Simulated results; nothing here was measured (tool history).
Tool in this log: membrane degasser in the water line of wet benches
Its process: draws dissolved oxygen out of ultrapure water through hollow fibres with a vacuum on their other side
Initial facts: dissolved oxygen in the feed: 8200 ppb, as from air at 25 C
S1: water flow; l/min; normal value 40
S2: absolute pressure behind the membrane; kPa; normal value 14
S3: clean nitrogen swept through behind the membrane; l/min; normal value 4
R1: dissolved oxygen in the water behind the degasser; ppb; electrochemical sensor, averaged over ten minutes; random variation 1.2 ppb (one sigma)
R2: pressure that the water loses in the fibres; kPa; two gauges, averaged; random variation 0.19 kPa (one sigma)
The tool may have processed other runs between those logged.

run 1 hour=0 | S1=40 S2=14 S3=4 | R1=255.3 R2=38.83
run 2 hour=59.4 | S1=40 S2=14 S3=4 | R1=252 R2=39.03
run 3 hour=141.4 | S1=40 S2=14 S3=4.93 | R1=210.4 R2=39.1
run 4 hour=197.8 | S1=40 S2=14 S3=4.93 | R1=211.1 R2=39.23
run 5 hour=286.5 | S1=40 S2=14 S3=4.93 | R1=212.3 R2=39.32
run 6 hour=388.8 | S1=40 S2=14 S3=4.93 | R1=210.4 R2=39.37
run 7 hour=457.3 | S1=40 S2=14 S3=5.16 | R1=203.5 R2=39.28
run 8 hour=521.2 | S1=40 S2=14 S3=5.16 | R1=202.3 R2=38.89
run 9 hour=595.2 | S1=38 S2=14 S3=4 | R1=244.2 R2=37.19
run 10 hour=661.7 | S1=40 S2=24.3 S3=4 | R1=481.8 R2=39.06
run 11 hour=713.4 | S1=40 S2=24.3 S3=4 | R1=478.1 R2=39.36
run 12 hour=818.9 | S1=40 S2=24.3 S3=4 | R1=479.8 R2=39.49
run 13 hour=910.3 | S1=40 S2=14 S3=4 | R1=255.2 R2=39.39
run 14 hour=972 | S1=40 S2=14 S3=4 | R1=257.3 R2=39.19
run 15 hour=1030.1 | S1=50 S2=12.8 S3=4.52 | R1=252.7 R2=49.23
run 16 hour=1130.7 | S1=50 S2=12.8 S3=4.52 | R1=253.7 R2=49.07
run 17 hour=1183.3 | S1=50 S2=12.8 S3=4.52 | R1=252.5 R2=49.13
run 18 hour=1284.3 | S1=50 S2=15.1 S3=7.59 | R1=192.9 R2=49.09
run 19 hour=1394.8 | S1=55 S2=25 S3=7.59 | R1=375.3 R2=54.14
run 20 hour=1503.1 | S1=24 S2=25 S3=7.59 | R1=168.9 R2=23.71
run 21 hour=1601.4 | S1=24 S2=16.8 S3=7.59 | R1=108.4 R2=23.71
run 22 hour=1660.3 | S1=46 S2=25.6 S3=5.73 | R1=418.8 R2=45.65
run 23 hour=1767.3 | S1=37 S2=25.2 S3=3.1 | R1=580.4 R2=36.39
run 24 hour=1875.6 | S1=43 S2=13.1 S3=4 | R1=252.8 R2=42.55
run 25 hour=1962.2 | S1=30 S2=9.6 S3=8.56 | R1=58.8 R2=29.45
run 26 hour=2028.4 | S1=30 S2=9.6 S3=8.56 | R1=59 R2=29.79
run 27 hour=2089.4 | S1=30 S2=9.6 S3=8.56 | R1=58.6 R2=29.81
run 28 hour=2180.9 | S1=30 S2=9.6 S3=8.56 | R1=58.9 R2=29.61

Branching from run 28: 5 alternative next runs. What would each branch give?
run A hour=2293.1 | S1=30 S2=9.6 S3=1.68 | R1=? R2=?
run B hour=2293.1 | S1=40 S2=14 S3=1.92 | R1=? R2=?
run C hour=2293.1 | S1=30 S2=25.3 S3=8.56 | R1=? R2=?
run D hour=2293.1 | S1=64 S2=18.5 S3=8.56 | R1=? R2=?
run E hour=2293.1 | S1=30 S2=14 S3=4 | R1=? R2=?

run=A R1=262 R2=29.89
run=B R1=490.2 R2=39.16
run=C R1=190.3 R2=29.94
run=D R1=281.9 R2=63.17
run=E R1=198 R2=29.78
With no hidden state in the tool, these same runs would have given:
run=A R1=250.4 R2=28.78
run=B R1=477 R2=37.67
run=C R1=186.7 R2=28.82
run=D R1=274.7 R2=60.79
run=E R1=192 R2=28.66
